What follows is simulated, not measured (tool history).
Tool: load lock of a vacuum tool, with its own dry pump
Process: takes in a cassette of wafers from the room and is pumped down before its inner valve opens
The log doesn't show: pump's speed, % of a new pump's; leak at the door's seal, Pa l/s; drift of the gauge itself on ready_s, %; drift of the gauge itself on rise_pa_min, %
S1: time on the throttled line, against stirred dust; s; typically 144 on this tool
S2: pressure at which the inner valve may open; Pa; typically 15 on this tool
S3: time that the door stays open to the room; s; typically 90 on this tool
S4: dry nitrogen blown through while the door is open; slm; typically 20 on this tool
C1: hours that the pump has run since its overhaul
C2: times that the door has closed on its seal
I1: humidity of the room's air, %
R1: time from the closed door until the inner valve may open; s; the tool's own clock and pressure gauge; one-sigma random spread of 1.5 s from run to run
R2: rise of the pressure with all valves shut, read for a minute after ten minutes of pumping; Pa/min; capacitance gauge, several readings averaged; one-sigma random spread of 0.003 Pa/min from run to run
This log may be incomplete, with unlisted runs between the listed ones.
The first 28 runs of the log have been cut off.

-- hour=7904.3 dry pump taken out, an overhauled one fitted
run 29 hour=7938.5 | S1=117 S2=18 S3=224 S4=8 | C1=34 C2=24684 | I1=41.5 | R1=218.5 R2=0.037
run 30 hour=8099.9 | S1=117 S2=18 S3=224 S4=8 | C1=196 C2=24909 | I1=44.6 | R1=216.3 R2=0.043
run 31 hour=8282.4 | S1=124 S2=24 S3=206 S4=6 | C1=378 C2=25164 | I1=43.3 | R1=220.4 R2=0.048
run 32 hour=8498.7 | S1=124 S2=24 S3=206 S4=19 | C1=594 C2=25467 | I1=45.5 | R1=217.0 R2=0.034
run 33 hour=8655.2 | S1=79 S2=16 S3=73 S4=18 | C1=751 C2=25685 | I1=44.9 | R1=185.0 R2=0.018
run 34 hour=8827.6 | S1=169 S2=16 S3=73 S4=7 | C1=923 C2=25926 | I1=45.9 | R1=265.5 R2=0.023
run 35 hour=9078.4 | S1=169 S2=16 S3=73 S4=7 | C1=1174 C2=26277 | I1=44.4 | R1=264.1 R2=0.023
run 36 hour=9414.6 | S1=144 S2=10 S3=75 S4=12 | C1=1510 C2=26746 | I1=45.8 | R1=248.2 R2=0.020
run 37 hour=9675.2 | S1=144 S2=11 S3=90 S4=20 | C1=1771 C2=27110 | I1=44.1 | R1=249.6 R2=0.016
run 38 hour=10050.0 | S1=87 S2=27 S3=159 S4=6 | C1=2146 C2=27634 | I1=43.1 | R1=185.3 R2=0.042

Predict each of these 3 candidate next runs independently; none follows another, all start after run 38:
run A hour=10316.7 | S1=144 S2=15 S3=30 S4=20 | C1=2412 C2=28007 | I1=44.6 | R1=? R2=?
run B hour=10316.7 | S1=144 S2=27 S3=27 S4=20 | C1=2412 C2=28007 | I1=46.5 | R1=? R2=?
run C hour=10316.7 | S1=87 S2=23 S3=39 S4=5 | C1=2412 C2=28007 | I1=47.6 | R1=? R2=?

run=A R1=244.5 R2=0.011
run=B R1=234.3 R2=0.010
run=C R1=187.7 R2=0.017
Without the tool's hidden state the same runs would have given:
run=A R1=244.5 R2=0.010
run=B R1=234.3 R2=0.010
run=C R1=187.6 R2=0.016
